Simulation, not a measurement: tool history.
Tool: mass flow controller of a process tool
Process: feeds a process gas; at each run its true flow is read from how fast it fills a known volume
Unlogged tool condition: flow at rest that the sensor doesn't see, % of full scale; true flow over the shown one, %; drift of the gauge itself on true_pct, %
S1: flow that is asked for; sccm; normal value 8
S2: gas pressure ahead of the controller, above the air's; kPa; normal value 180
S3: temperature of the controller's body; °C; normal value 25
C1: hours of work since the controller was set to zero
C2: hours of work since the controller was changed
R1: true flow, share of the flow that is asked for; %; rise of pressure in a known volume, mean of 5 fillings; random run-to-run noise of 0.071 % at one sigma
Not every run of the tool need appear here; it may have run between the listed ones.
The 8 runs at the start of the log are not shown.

run	hour	S1	S2	S3	C1	C2	R1
9	1701.2	8	180	25	3121	3121	99.24
10	1945.3	8	180	25	3288	3288	99.16
11	2090.1	8	180	25	3386	3386	99.26
12	2285.1	8	180	25	3519	3519	99.15
13	2433.8	8	180	25	3620	3620	99.21
14	2632.3	8	262	25	3755	3755	98.65
15	2791.1	8	262	25	3863	3863	98.41
16	3069.9	8	180	25	4052	4052	99.02
17	3357.8	6	251	25	4248	4248	98.48
18	3560.2	2	186	20	4386	4386	98.98
19	3701.4	2	186	28	4482	4482	98.40
20	3847.9	2	186	28	4582	4582	98.48
21	4115.8	8	219	25	4764	4764	98.68
22	4281.9	10	191	25	4877	4877	98.96
23	4519.9	7	180	25	5039	5039	98.74
# hour 4640.3: gauge calibrated
24	4769.0	3	262	39	5208	5208	97.74
25	5003.1	3	262	39	5367	5367	97.70
# hour 5024.2: controller exchanged for a calibrated one
26	5254.7	6	180	25	157	157	99.22
27	5490.9	9	180	24	317	317	99.48
28	5617.1	9	180	24	403	403	99.43
29	5912.0	9	141	24	604	604	99.79
30	6069.3	9	141	24	711	711	99.68
31	6340.8	15	183	38	896	896	98.90
32	6472.1	8	148	21	985	985	99.67

Branching from run 32: 3 alternative next runs. What would each branch give?
A	6623.7	4	180	20	1088	1088	?
B	6623.7	3	270	31	1088	1088	?
C	6623.7	8	268	27	1088	1088	?

run	R1
A	99.30
B	98.00
C	98.58
The same runs, with their run-to-run variation unchanged, on a tool lacking any hidden condition would have given:
run	R1
A	99.60
B	98.30
C	98.88
